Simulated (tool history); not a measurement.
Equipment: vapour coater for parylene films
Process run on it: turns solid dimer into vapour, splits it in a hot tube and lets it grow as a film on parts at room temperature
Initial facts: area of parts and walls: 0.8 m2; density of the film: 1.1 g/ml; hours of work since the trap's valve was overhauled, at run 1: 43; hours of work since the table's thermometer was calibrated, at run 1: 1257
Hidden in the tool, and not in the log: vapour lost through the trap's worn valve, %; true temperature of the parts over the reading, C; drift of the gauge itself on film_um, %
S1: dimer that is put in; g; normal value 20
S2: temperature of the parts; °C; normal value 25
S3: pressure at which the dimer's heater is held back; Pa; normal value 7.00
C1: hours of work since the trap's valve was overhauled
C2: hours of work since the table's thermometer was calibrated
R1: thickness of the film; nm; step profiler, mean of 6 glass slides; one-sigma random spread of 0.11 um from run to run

run 1 day=0.000 | S1=20 S2=25 S3=7.00 | C1=43 C2=1257 | R1=13510
run 2 day=1.946 | S1=20 S2=25 S3=7.00 | C1=79 C2=1292 | R1=13240
run 3 day=2.825 | S1=20 S2=25 S3=7.00 | C1=95 C2=1308 | R1=13580
run 4 day=4.525 | S1=20 S2=25 S3=7.00 | C1=126 C2=1340 | R1=13160
run 5 day=6.188 | S1=20 S2=25 S3=7.00 | C1=157 C2=1370 | R1=13180
run 6 day=8.062 | S1=20 S2=25 S3=7.00 | C1=191 C2=1404 | R1=12970
run 7 day=9.625 | S1=20 S2=25 S3=7.00 | C1=220 C2=1433 | R1=12770
run 8 day=11.612 | S1=20 S2=25 S3=7.00 | C1=256 C2=1469 | R1=12710
run 9 day=12.617 | S1=20 S2=25 S3=7.00 | C1=274 C2=1488 | R1=12490
run 10 day=13.712 | S1=20 S2=25 S3=7.00 | C1=294 C2=1508 | R1=12310
run 11 day=14.779 | S1=20 S2=25 S3=7.00 | C1=314 C2=1527 | R1=12310
run 12 day=15.871 | S1=20 S2=24 S3=7.00 | C1=334 C2=1547 | R1=12430
run 13 day=16.729 | S1=20 S2=24 S3=7.00 | C1=349 C2=1563 | R1=12500
run 14 day=18.346 | S1=20 S2=24 S3=7.00 | C1=379 C2=1592 | R1=12220
run 15 day=19.517 | S1=20 S2=24 S3=7.00 | C1=401 C2=1614 | R1=12080
-- day=19.888 trap's valve overhauled
run 16 day=21.275 | S1=12 S2=30 S3=4.65 | C1=25 C2=1643 | R1=7490
run 17 day=23.146 | S1=13 S2=25 S3=7.00 | C1=60 C2=1677 | R1=8970
run 18 day=24.788 | S1=13 S2=25 S3=7.00 | C1=90 C2=1707 | R1=8810
run 19 day=26.067 | S1=20 S2=24 S3=7.00 | C1=113 C2=1731 | R1=13930
run 20 day=27.900 | S1=20 S2=24 S3=7.00 | C1=147 C2=1764 | R1=13770
run 21 day=29.658 | S1=15 S2=24 S3=7.00 | C1=179 C2=1796 | R1=10230
run 22 day=30.529 | S1=27 S2=24 S3=7.00 | C1=195 C2=1812 | R1=18290
-- day=31.304 table's thermometer calibrated
run 23 day=32.533 | S1=20 S2=33 S3=7.12 | C1=231 C2=22 | R1=10100
run 24 day=34.150 | S1=20 S2=25 S3=11.28 | C1=260 C2=52 | R1=12120
run 25 day=35.579 | S1=20 S2=25 S3=2.62 | C1=286 C2=78 | R1=12880
run 26 day=37.296 | S1=20 S2=25 S3=2.62 | C1=318 C2=110 | R1=12640
run 27 day=38.388 | S1=20 S2=25 S3=2.62 | C1=338 C2=130 | R1=12600

A few steps of R1 between consecutive runs. Split each: what settings, incoming material and random variation would produce without the hidden state, and what is left over for the hidden state, along with gauge scatter present in only one of the two compared results (measured, and without hidden state):
Run 15 -> 16: S1 20 -> 12, S2 24 -> 30, S3 7.00 -> 4.65, trap's valve overhauled. R1 -4590 nm: hidden state +1860, all else -6450.
Run 21 -> 22: S1 15 -> 27. R1 +8060 nm: hidden state -380, all else +8440.
Run 22 -> 23: S1 27 -> 20, S2 24 -> 33, S3 7.00 -> 7.12, table's thermometer calibrated. R1 -8190 nm: hidden state -230, all else -7960.
